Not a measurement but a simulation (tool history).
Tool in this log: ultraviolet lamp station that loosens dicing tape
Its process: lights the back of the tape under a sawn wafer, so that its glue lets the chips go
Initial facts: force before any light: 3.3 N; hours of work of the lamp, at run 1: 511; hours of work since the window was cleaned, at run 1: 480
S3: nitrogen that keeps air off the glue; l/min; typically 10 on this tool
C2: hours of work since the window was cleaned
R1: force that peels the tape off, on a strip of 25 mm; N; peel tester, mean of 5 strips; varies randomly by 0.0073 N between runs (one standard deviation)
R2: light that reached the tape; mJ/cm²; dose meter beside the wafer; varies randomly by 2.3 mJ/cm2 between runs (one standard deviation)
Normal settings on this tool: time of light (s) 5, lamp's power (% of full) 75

Run 1, hour 0: usual settings; hours of work of the lamp 511; C2 480. Result: R1 0.356 N, R2 150 mJ/cm².
Run 2, hour 14.9: usual settings but lamp's power (% of full) 72; hours of work of the lamp 519; C2 489. Result: R1 0.344 N, R2 149 mJ/cm².
Run 3, hour 30.9: usual settings; hours of work of the lamp 529; C2 498. Result: R1 0.35 N, R2 152 mJ/cm².
Run 4, hour 58.5: usual settings but lamp's power (% of full) 84; hours of work of the lamp 545; C2 514. Result: R1 0.318 N, R2 164 mJ/cm².
Run 5, hour 75.9: usual settings but lamp's power (% of full) 84; hours of work of the lamp 555; C2 524. Result: R1 0.311 N, R2 166 mJ/cm².
At hour 78.4: window cleaned of glue's vapour.
Run 6, hour 95.1: usual settings but lamp's power (% of full) 84; hours of work of the lamp 566; C2 10. Result: R1 0.376 N, R2 146 mJ/cm².
Run 7, hour 108.5: usual settings but time of light (s) 2, lamp's power (% of full) 84, S3 5 l/min; hours of work of the lamp 573; C2 17. Result: R1 1.345 N, R2 56 mJ/cm².
Run 8, hour 125.1: usual settings but time of light (s) 2, lamp's power (% of full) 84, S3 5 l/min; hours of work of the lamp 583; C2 27. Result: R1 1.332 N, R2 53 mJ/cm².
At hour 138.1: window cleaned of glue's vapour, once more.
Run 9, hour 153.2: usual settings but S3 5 l/min; hours of work of the lamp 599; C2 9. Result: R1 0.377 N, R2 167 mJ/cm².
Run 10, hour 179.2: usual settings but time of light (s) 2, lamp's power (% of full) 95, S3 14 l/min; hours of work of the lamp 614; C2 24. Result: R1 0.663 N, R2 86 mJ/cm².
Run 11, hour 208.6: usual settings but time of light (s) 2, lamp's power (% of full) 95, S3 8 l/min; hours of work of the lamp 631; C2 41. Result: R1 0.812 N, R2 85 mJ/cm².
Run 12, hour 238.7: usual settings but time of light (s) 2, lamp's power (% of full) 95, S3 8 l/min; hours of work of the lamp 648; C2 58. Result: R1 0.819 N, R2 81 mJ/cm².

3 options for the next run, each taken on its own from the tool as it stands now. Forecast them:
Run A, hour 261.6: usual settings but time of light (s) 3, lamp's power (% of full) 82, S3 14 l/min; hours of work of the lamp 662; C2 71. Result: R1 ?, R2 ?.
Run B, hour 261.6: usual settings but time of light (s) 8, lamp's power (% of full) 85, S3 11 l/min; hours of work of the lamp 662; C2 71. Result: R1 ?, R2 ?.
Run C, hour 261.6: usual settings but time of light (s) 2, lamp's power (% of full) 90, S3 8 l/min; hours of work of the lamp 662; C2 71. Result: R1 ?, R2 ?.

run     R1   R2
  A  0.504  104
  B  0.235  294
  C  0.862   81
What these runs would have given with no unlogged condition in the tool:
run     R1   R2
  A  0.371  134
  B  0.231  379
  C  0.632  103
